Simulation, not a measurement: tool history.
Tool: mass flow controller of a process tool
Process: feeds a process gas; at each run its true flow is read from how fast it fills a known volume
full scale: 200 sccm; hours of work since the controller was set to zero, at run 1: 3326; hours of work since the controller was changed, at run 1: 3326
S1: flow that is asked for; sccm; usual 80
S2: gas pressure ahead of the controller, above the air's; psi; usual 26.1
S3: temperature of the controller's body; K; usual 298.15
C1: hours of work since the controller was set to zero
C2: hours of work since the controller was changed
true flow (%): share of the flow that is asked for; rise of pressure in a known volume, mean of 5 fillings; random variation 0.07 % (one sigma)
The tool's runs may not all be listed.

{"run": 1, "day": 0.0, "S1": 80, "S2": 26.1, "S3": 298.15, "C1": 3326, "C2": 3326, "true flow (%)": 97.52}
{"run": 2, "day": 6.183, "S1": 80, "S2": 26.1, "S3": 298.15, "C1": 3408, "C2": 3408, "true flow (%)": 97.58}
{"run": 3, "day": 10.412, "S1": 80, "S2": 26.1, "S3": 304.15, "C1": 3463, "C2": 3463, "true flow (%)": 97.16}
{"run": 4, "day": 17.404, "S1": 80, "S2": 26.1, "S3": 298.15, "C1": 3555, "C2": 3555, "true flow (%)": 97.51}
{"run": 5, "day": 21.129, "S1": 80, "S2": 26.1, "S3": 298.15, "C1": 3603, "C2": 3603, "true flow (%)": 97.48}
{"run": 6, "day": 26.558, "S1": 80, "S2": 26.1, "S3": 295.15, "C1": 3675, "C2": 3675, "true flow (%)": 97.66}
{"run": 7, "day": 33.033, "S1": 80, "S2": 26.1, "S3": 295.15, "C1": 3759, "C2": 3759, "true flow (%)": 97.67}
{"run": 8, "day": 36.379, "S1": 80, "S2": 26.1, "S3": 295.15, "C1": 3803, "C2": 3803, "true flow (%)": 97.62}
{"run": 9, "day": 41.133, "S1": 80, "S2": 26.1, "S3": 295.15, "C1": 3866, "C2": 3866, "true flow (%)": 97.71}
{"run": 10, "day": 46.471, "S1": 80, "S2": 26.1, "S3": 295.15, "C1": 3936, "C2": 3936, "true flow (%)": 97.52}
{"run": 11, "day": 52.179, "S1": 80, "S2": 26.1, "S3": 305.15, "C1": 4010, "C2": 4010, "true flow (%)": 97.13}
{"run": 12, "day": 55.296, "S1": 80, "S2": 26.1, "S3": 305.15, "C1": 4051, "C2": 4051, "true flow (%)": 97.15}
{"run": 13, "day": 61.875, "S1": 80, "S2": 32.2, "S3": 303.15, "C1": 4138, "C2": 4138, "true flow (%)": 96.87}
{"run": 14, "day": 68.188, "S1": 80, "S2": 32.2, "S3": 303.15, "C1": 4220, "C2": 4220, "true flow (%)": 96.85}
{"run": 15, "day": 71.742, "S1": 80, "S2": 31, "S3": 297.15, "C1": 4267, "C2": 4267, "true flow (%)": 97.34}
{"run": 16, "day": 77.85, "S1": 86, "S2": 34.1, "S3": 309.15, "C1": 4347, "C2": 4347, "true flow (%)": 96.61}
{"run": 17, "day": 82.633, "S1": 27, "S2": 34.1, "S3": 301.15, "C1": 4410, "C2": 4410, "true flow (%)": 98.16}
{"run": 18, "day": 86.829, "S1": 53, "S2": 34.1, "S3": 301.15, "C1": 4465, "C2": 4465, "true flow (%)": 97.06}
{"run": 19, "day": 89.825, "S1": 80, "S2": 20.7, "S3": 295.15, "C1": 4504, "C2": 4504, "true flow (%)": 97.75}
{"run": 20, "day": 96.308, "S1": 44, "S2": 33.6, "S3": 298.15, "C1": 4589, "C2": 4589, "true flow (%)": 97.3}
{"run": 21, "day": 102.683, "S1": 21, "S2": 35, "S3": 297.15, "C1": 4672, "C2": 4672, "true flow (%)": 99.25}
{"run": 22, "day": 108.908, "S1": 80, "S2": 27.1, "S3": 310.15, "C1": 4754, "C2": 4754, "true flow (%)": 96.59}
{"run": 23, "day": 115.175, "S1": 80, "S2": 26.1, "S3": 299.15, "C1": 4836, "C2": 4836, "true flow (%)": 97.19}
{"run": 24, "day": 120.233, "S1": 89, "S2": 29, "S3": 308.15, "C1": 4902, "C2": 4902, "true flow (%)": 96.79}

4 ways to go on from here, each from the tool as it stands after run 24. What would each give?
{"run": "A", "day": 123.408, "S1": 144, "S2": 28.1, "S3": 306.15, "C1": 4944, "C2": 4944, "true flow (%)": "?"}
{"run": "B", "day": 123.408, "S1": 89, "S2": 35.8, "S3": 302.15, "C1": 4944, "C2": 4944, "true flow (%)": "?"}
{"run": "C", "day": 123.408, "S1": 91, "S2": 28.9, "S3": 298.15, "C1": 4944, "C2": 4944, "true flow (%)": "?"}
{"run": "D", "day": 123.408, "S1": 89, "S2": 31.9, "S3": 311.15, "C1": 4944, "C2": 4944, "true flow (%)": "?"}

run=A true_flow_(%)=97.29
run=B true_flow_(%)=96.86
run=C true_flow_(%)=97.33
run=D true_flow_(%)=96.56
Without the tool's hidden state the same runs would have given:
run=A true_flow_(%)=98.55
run=B true_flow_(%)=97.71
run=C true_flow_(%)=98.2
run=D true_flow_(%)=97.4
